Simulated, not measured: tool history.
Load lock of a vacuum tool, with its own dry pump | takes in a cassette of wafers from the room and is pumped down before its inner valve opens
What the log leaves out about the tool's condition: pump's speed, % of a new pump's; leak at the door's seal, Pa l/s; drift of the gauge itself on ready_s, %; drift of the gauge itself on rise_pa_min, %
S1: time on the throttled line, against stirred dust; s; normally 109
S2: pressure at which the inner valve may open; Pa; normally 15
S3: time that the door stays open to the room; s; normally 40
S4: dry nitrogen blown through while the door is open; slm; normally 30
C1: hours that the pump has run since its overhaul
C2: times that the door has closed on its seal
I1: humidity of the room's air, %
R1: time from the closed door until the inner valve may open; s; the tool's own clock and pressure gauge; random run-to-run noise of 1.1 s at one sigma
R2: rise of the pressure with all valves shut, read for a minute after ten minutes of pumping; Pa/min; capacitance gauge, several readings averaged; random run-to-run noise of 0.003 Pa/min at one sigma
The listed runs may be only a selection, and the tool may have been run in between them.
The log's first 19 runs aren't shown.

{"run": 20, "hour": 2082.8, "S1": 97, "S2": 17, "S3": 40, "S4": 30, "C1": 10380, "C2": 10190, "I1": 46, "R1": 174.9, "R2": 0.034}
{"run": 21, "hour": 2149.4, "S1": 67, "S2": 19, "S3": 59, "S4": 26, "C1": 10447, "C2": 10367, "I1": 42.5, "R1": 148.5, "R2": 0.032}
{"run": 22, "hour": 2286.4, "S1": 69, "S2": 14, "S3": 98, "S4": 5, "C1": 10584, "C2": 10732, "I1": 45.9, "R1": 152.1, "R2": 0.054}
{"run": 23, "hour": 2404.7, "S1": 174, "S2": 14, "S3": 98, "S4": 5, "C1": 10702, "C2": 11048, "I1": 42.2, "R1": 241.7, "R2": 0.057}
{"run": 24, "hour": 2556.2, "S1": 174, "S2": 14, "S3": 98, "S4": 5, "C1": 10854, "C2": 11451, "I1": 42.4, "R1": 241.8, "R2": 0.059}
{"run": 25, "hour": 2690.7, "S1": 174, "S2": 14, "S3": 98, "S4": 5, "C1": 10988, "C2": 11810, "I1": 45.1, "R1": 242.7, "R2": 0.064}
{"run": 26, "hour": 2753.1, "S1": 174, "S2": 14, "S3": 98, "S4": 5, "C1": 11051, "C2": 11976, "I1": 47.3, "R1": 239.4, "R2": 0.065}
{"run": 27, "hour": 2896.2, "S1": 72, "S2": 16, "S3": 191, "S4": 21, "C1": 11194, "C2": 12357, "I1": 44.6, "R1": 152.4, "R2": 0.055}
{"run": 28, "hour": 3035.1, "S1": 72, "S2": 16, "S3": 65, "S4": 24, "C1": 11332, "C2": 12727, "I1": 46.4, "R1": 155.2, "R2": 0.042}
{"run": 29, "hour": 3100.6, "S1": 55, "S2": 17, "S3": 69, "S4": 10, "C1": 11398, "C2": 12902, "I1": 44.7, "R1": 138.8, "R2": 0.053}
{"run": 30, "hour": 3187.8, "S1": 73, "S2": 17, "S3": 54, "S4": 10, "C1": 11485, "C2": 13134, "I1": 44.5, "R1": 155.2, "R2": 0.056}
{"run": 31, "hour": 3337.7, "S1": 76, "S2": 18, "S3": 26, "S4": 17, "C1": 11635, "C2": 13533, "I1": 46.7, "R1": 156.7, "R2": 0.042}
{"run": 32, "hour": 3403.7, "S1": 109, "S2": 14, "S3": 227, "S4": 30, "C1": 11701, "C2": 13709, "I1": 44.8, "R1": 187.3, "R2": 0.057}
{"run": 33, "hour": 3536.1, "S1": 109, "S2": 14, "S3": 227, "S4": 30, "C1": 11834, "C2": 14062, "I1": 45.7, "R1": 187.5, "R2": 0.054}
{"run": 34, "hour": 3688.0, "S1": 73, "S2": 29, "S3": 32, "S4": 21, "C1": 11985, "C2": 14467, "I1": 44.1, "R1": 149.5, "R2": 0.047}
{"run": 35, "hour": 3823.4, "S1": 73, "S2": 15, "S3": 40, "S4": 30, "C1": 12121, "C2": 14828, "I1": 42.4, "R1": 155, "R2": 0.04}

Forecast each of these 3 alternatives for the next run:
{"run": "A", "hour": 3886.5, "S1": 109, "S2": 15, "S3": 155, "S4": 30, "C1": 12184, "C2": 14996, "I1": 45.6, "R1": "?", "R2": "?"}
{"run": "B", "hour": 3886.5, "S1": 73, "S2": 23, "S3": 34, "S4": 6, "C1": 12184, "C2": 14996, "I1": 43, "R1": "?", "R2": "?"}
{"run": "C", "hour": 3886.5, "S1": 212, "S2": 12, "S3": 42, "S4": 30, "C1": 12184, "C2": 14996, "I1": 43, "R1": "?", "R2": "?"}

run=A R1=189.2 R2=0.057
run=B R1=151.2 R2=0.052
run=C R1=277.3 R2=0.038
The same runs, with their run-to-run variation unchanged, on a tool lacking any hidden condition would have given:
run=A R1=180.5 R2=0.032
run=B R1=142.5 R2=0.027
run=C R1=270 R2=0.013

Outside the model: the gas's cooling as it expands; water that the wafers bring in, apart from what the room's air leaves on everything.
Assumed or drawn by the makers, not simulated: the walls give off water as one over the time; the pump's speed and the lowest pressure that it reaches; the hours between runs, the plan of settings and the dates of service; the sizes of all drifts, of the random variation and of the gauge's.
